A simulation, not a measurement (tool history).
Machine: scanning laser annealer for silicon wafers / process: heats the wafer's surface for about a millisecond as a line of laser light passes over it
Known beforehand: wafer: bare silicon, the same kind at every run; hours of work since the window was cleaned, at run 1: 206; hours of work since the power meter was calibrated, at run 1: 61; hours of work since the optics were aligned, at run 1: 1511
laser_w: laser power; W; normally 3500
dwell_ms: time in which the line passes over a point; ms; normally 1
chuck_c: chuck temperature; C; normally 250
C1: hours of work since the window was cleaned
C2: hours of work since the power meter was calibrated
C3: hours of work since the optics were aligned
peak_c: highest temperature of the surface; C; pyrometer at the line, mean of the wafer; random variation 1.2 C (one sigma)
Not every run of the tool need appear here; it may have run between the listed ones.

run 1 hour=0 | laser_w=3500 dwell_ms=1 chuck_c=250 | C1=206 C2=61 C3=1511 | peak_c=993
run 2 hour=8.7 | laser_w=3500 dwell_ms=1 chuck_c=250 | C1=210 C2=65 C3=1515 | peak_c=994
run 3 hour=14.7 | laser_w=3500 dwell_ms=1 chuck_c=250 | C1=213 C2=68 C3=1519 | peak_c=994
run 4 hour=23.7 | laser_w=3500 dwell_ms=1 chuck_c=250 | C1=218 C2=73 C3=1523 | peak_c=992
run 5 hour=31.9 | laser_w=3500 dwell_ms=1 chuck_c=232 | C1=222 C2=77 C3=1527 | peak_c=975
run 6 hour=37.1 | laser_w=3500 dwell_ms=1 chuck_c=232 | C1=225 C2=80 C3=1530 | peak_c=976
run 7 hour=45.4 | laser_w=3500 dwell_ms=1 chuck_c=250 | C1=229 C2=84 C3=1534 | peak_c=991
run 8 hour=54.5 | laser_w=3500 dwell_ms=1 chuck_c=250 | C1=234 C2=89 C3=1539 | peak_c=992
run 9 hour=60.9 | laser_w=3500 dwell_ms=1 chuck_c=250 | C1=237 C2=92 C3=1542 | peak_c=993
run 10 hour=67.6 | laser_w=3500 dwell_ms=1 chuck_c=250 | C1=240 C2=95 C3=1546 | peak_c=991
run 11 hour=77.1 | laser_w=3491 dwell_ms=1 chuck_c=250 | C1=245 C2=100 C3=1550 | peak_c=987
run 12 hour=85.9 | laser_w=3500 dwell_ms=0.89 chuck_c=250 | C1=250 C2=105 C3=1555 | peak_c=952
run 13 hour=94.7 | laser_w=3500 dwell_ms=0.89 chuck_c=250 | C1=254 C2=109 C3=1559 | peak_c=951
run 14 hour=99.5 | laser_w=3500 dwell_ms=0.89 chuck_c=250 | C1=257 C2=112 C3=1562 | peak_c=949
run 15 hour=108.3 | laser_w=3500 dwell_ms=0.89 chuck_c=250 | C1=261 C2=116 C3=1566 | peak_c=952
run 16 hour=116.7 | laser_w=3500 dwell_ms=0.89 chuck_c=250 | C1=265 C2=121 C3=1571 | peak_c=950
run 17 hour=123.1 | laser_w=3500 dwell_ms=0.89 chuck_c=250 | C1=269 C2=124 C3=1574 | peak_c=951
run 18 hour=128.1 | laser_w=3500 dwell_ms=0.89 chuck_c=250 | C1=271 C2=126 C3=1577 | peak_c=951
run 19 hour=135 | laser_w=3500 dwell_ms=1 chuck_c=250 | C1=275 C2=130 C3=1580 | peak_c=991
run 20 hour=139.7 | laser_w=3500 dwell_ms=1 chuck_c=223 | C1=277 C2=132 C3=1582 | peak_c=965
run 21 hour=145.6 | laser_w=3500 dwell_ms=1 chuck_c=250 | C1=280 C2=135 C3=1585 | peak_c=991
run 22 hour=150.2 | laser_w=3500 dwell_ms=1 chuck_c=250 | C1=282 C2=138 C3=1588 | peak_c=990
run 23 hour=155.9 | laser_w=3354 dwell_ms=1 chuck_c=250 | C1=285 C2=141 C3=1591 | peak_c=957
run 24 hour=165 | laser_w=3348 dwell_ms=0.77 chuck_c=223 | C1=290 C2=145 C3=1595 | peak_c=845
-- hour=167.7 window over the wafer cleaned
run 25 hour=172.4 | laser_w=3348 dwell_ms=0.77 chuck_c=223 | C1=2 C2=148 C3=1598 | peak_c=843
run 26 hour=178.7 | laser_w=3348 dwell_ms=0.77 chuck_c=223 | C1=6 C2=151 C3=1601 | peak_c=844
run 27 hour=187.9 | laser_w=3348 dwell_ms=0.77 chuck_c=273 | C1=10 C2=156 C3=1606 | peak_c=893
run 28 hour=192.1 | laser_w=3582 dwell_ms=0.94 chuck_c=283 | C1=12 C2=158 C3=1608 | peak_c=1020
run 29 hour=199.7 | laser_w=3305 dwell_ms=1.12 chuck_c=250 | C1=16 C2=162 C3=1612 | peak_c=984
run 30 hour=206 | laser_w=3273 dwell_ms=1.12 chuck_c=250 | C1=20 C2=165 C3=1615 | peak_c=976
-- hour=208.9 window over the wafer cleaned, once more
run 31 hour=214.2 | laser_w=3273 dwell_ms=1.12 chuck_c=250 | C1=3 C2=168 C3=1618 | peak_c=981
run 32 hour=221.2 | laser_w=3273 dwell_ms=1.12 chuck_c=250 | C1=6 C2=172 C3=1622 | peak_c=980
run 33 hour=229.6 | laser_w=3273 dwell_ms=1.12 chuck_c=250 | C1=11 C2=176 C3=1626 | peak_c=980
run 34 hour=237.9 | laser_w=3437 dwell_ms=1.18 chuck_c=251 | C1=15 C2=180 C3=1631 | peak_c=1038
run 35 hour=245.6 | laser_w=3453 dwell_ms=1.18 chuck_c=251 | C1=19 C2=184 C3=1634 | peak_c=1043
run 36 hour=255 | laser_w=3382 dwell_ms=0.82 chuck_c=251 | C1=24 C2=189 C3=1639 | peak_c=901
run 37 hour=259.9 | laser_w=3216 dwell_ms=0.82 chuck_c=250 | C1=26 C2=192 C3=1642 | peak_c=867
run 38 hour=266.7 | laser_w=3787 dwell_ms=0.92 chuck_c=250 | C1=30 C2=195 C3=1645 | peak_c=1027
run 39 hour=271.3 | laser_w=3787 dwell_ms=0.92 chuck_c=250 | C1=32 C2=197 C3=1648 | peak_c=1026
run 40 hour=277.1 | laser_w=3540 dwell_ms=0.82 chuck_c=237 | C1=35 C2=200 C3=1651 | peak_c=918
run 41 hour=286.4 | laser_w=3540 dwell_ms=0.82 chuck_c=237 | C1=40 C2=205 C3=1655 | peak_c=921
run 42 hour=293.4 | laser_w=3500 dwell_ms=1.22 chuck_c=250 | C1=43 C2=209 C3=1659 | peak_c=1067

Here are 3 independent what-if runs from the current tool condition. What would each one return?
run A hour=300.1 | laser_w=3500 dwell_ms=1.22 chuck_c=266 | C1=47 C2=212 C3=1662 | peak_c=?
run B hour=300.1 | laser_w=3500 dwell_ms=1.22 chuck_c=242 | C1=47 C2=212 C3=1662 | peak_c=?
run C hour=300.1 | laser_w=3500 dwell_ms=1.22 chuck_c=237 | C1=47 C2=212 C3=1662 | peak_c=?

run=A peak_c=1085
run=B peak_c=1060
run=C peak_c=1057
With no hidden state in the tool, these same runs would have given:
run=A peak_c=1109
run=B peak_c=1084
run=C peak_c=1081
